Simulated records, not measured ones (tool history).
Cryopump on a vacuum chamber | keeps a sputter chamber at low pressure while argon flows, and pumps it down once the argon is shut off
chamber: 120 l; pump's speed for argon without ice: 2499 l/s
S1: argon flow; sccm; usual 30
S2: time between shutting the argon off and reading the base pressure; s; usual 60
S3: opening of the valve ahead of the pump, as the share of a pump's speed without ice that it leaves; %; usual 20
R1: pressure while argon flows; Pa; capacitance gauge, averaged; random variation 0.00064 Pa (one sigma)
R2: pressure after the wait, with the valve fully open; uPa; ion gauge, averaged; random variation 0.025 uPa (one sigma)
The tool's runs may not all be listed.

{"run": 1, "hour": 0.0, "S1": 30, "S2": 60, "S3": 20, "R1": 0.1024, "R2": 1.76}
{"run": 2, "hour": 48.4, "S1": 30, "S2": 60, "S3": 20, "R1": 0.1032, "R2": 1.75}
{"run": 3, "hour": 104.3, "S1": 30, "S2": 60, "S3": 29, "R1": 0.0723, "R2": 1.82}
{"run": 4, "hour": 159.7, "S1": 30, "S2": 60, "S3": 29, "R1": 0.0724, "R2": 1.86}
{"run": 5, "hour": 202.5, "S1": 30, "S2": 60, "S3": 20, "R1": 0.1034, "R2": 1.86}
{"run": 6, "hour": 254.3, "S1": 30, "S2": 60, "S3": 20, "R1": 0.1044, "R2": 1.94}
{"run": 7, "hour": 303.2, "S1": 30, "S2": 60, "S3": 20, "R1": 0.1053, "R2": 1.96}
{"run": 8, "hour": 350.5, "S1": 30, "S2": 60, "S3": 20, "R1": 0.1051, "R2": 2.03}
{"run": 9, "hour": 413.1, "S1": 30, "S2": 60, "S3": 20, "R1": 0.1047, "R2": 2.07}
{"run": 10, "hour": 467.9, "S1": 30, "S2": 60, "S3": 20, "R1": 0.1061, "R2": 2.12}
{"run": 11, "hour": 533.1, "S1": 30, "S2": 60, "S3": 20, "R1": 0.1068, "R2": 2.16}
{"run": 12, "hour": 578.6, "S1": 48, "S2": 60, "S3": 20, "R1": 0.1696, "R2": 2.31}
{"run": 13, "hour": 627.7, "S1": 48, "S2": 60, "S3": 20, "R1": 0.1714, "R2": 2.29}
{"run": 14, "hour": 665.0, "S1": 30, "S2": 60, "S3": 21, "R1": 0.1032, "R2": 2.34}
{"run": 15, "hour": 706.8, "S1": 30, "S2": 60, "S3": 25, "R1": 0.0869, "R2": 2.33}
{"run": 16, "hour": 764.1, "S1": 30, "S2": 60, "S3": 20, "R1": 0.1083, "R2": 2.46}
{"run": 17, "hour": 820.6, "S1": 30, "S2": 60, "S3": 20, "R1": 0.1098, "R2": 2.48}
{"run": 18, "hour": 868.4, "S1": 16, "S2": 37, "S3": 23, "R1": 0.0504, "R2": 3.15}
{"run": 19, "hour": 921.2, "S1": 13, "S2": 212, "S3": 23, "R1": 0.0377, "R2": 1.48}
{"run": 20, "hour": 957.7, "S1": 13, "S2": 212, "S3": 23, "R1": 0.0391, "R2": 1.58}
{"run": 21, "hour": 1005.8, "S1": 13, "S2": 212, "S3": 23, "R1": 0.0392, "R2": 1.62}
{"run": 22, "hour": 1043.5, "S1": 34, "S2": 70, "S3": 49, "R1": 0.0497, "R2": 2.22}
{"run": 23, "hour": 1098.0, "S1": 20, "S2": 70, "S3": 45, "R1": 0.0318, "R2": 2.22}
{"run": 24, "hour": 1159.6, "S1": 53, "S2": 30, "S3": 45, "R1": 0.0826, "R2": 3.27}
{"run": 25, "hour": 1214.2, "S1": 13, "S2": 26, "S3": 58, "R1": 0.016, "R2": 3.69}
{"run": 26, "hour": 1283.2, "S1": 20, "S2": 26, "S3": 44, "R1": 0.0325, "R2": 3.7}
{"run": 27, "hour": 1342.2, "S1": 30, "S2": 60, "S3": 31, "R1": 0.0693, "R2": 2.52}
{"run": 28, "hour": 1411.1, "S1": 52, "S2": 60, "S3": 17, "R1": 0.2128, "R2": 2.6}
{"run": 29, "hour": 1457.3, "S1": 19, "S2": 68, "S3": 28, "R1": 0.049, "R2": 0.97}
{"run": 30, "hour": 1497.6, "S1": 19, "S2": 68, "S3": 28, "R1": 0.0486, "R2": 0.98}
{"run": 31, "hour": 1535.9, "S1": 14, "S2": 60, "S3": 41, "R1": 0.0242, "R2": 1.11}
{"run": 32, "hour": 1572.9, "S1": 23, "S2": 70, "S3": 19, "R1": 0.0852, "R2": 1.06}
{"run": 33, "hour": 1619.8, "S1": 28, "S2": 60, "S3": 20, "R1": 0.0991, "R2": 1.17}

Taken out of this log: 2 entries between the listed runs. Where each belongs, and how the hidden state differs across it:
Between runs 18 and 19: pump warmed up, emptied and cooled again (hour 879.2)
  pump's speed, % of a pump's without ice: 73.1 -> 98.9; cold plate's temperature, K: 12.87 -> 12.89; leak into the chamber, uPa l/s: 3000 -> 3063
  measured less the result without the state, R1: +0.0042 -> +0.0002 Pa; R2: +1.55 -> +1.12 uPa
Between runs 28 and 29: leaking fittings of the chamber tightened, without venting (hour 1439.4)
  pump's speed, % of a pump's without ice: 86.7 -> 85.6; cold plate's temperature, K: 13.09 -> 13.11; leak into the chamber, uPa l/s: 3668 -> 346
  measured less the result without the state, R1: +0.0063 -> +0.0026 Pa; R2: +1.61 -> +0.04 uPa

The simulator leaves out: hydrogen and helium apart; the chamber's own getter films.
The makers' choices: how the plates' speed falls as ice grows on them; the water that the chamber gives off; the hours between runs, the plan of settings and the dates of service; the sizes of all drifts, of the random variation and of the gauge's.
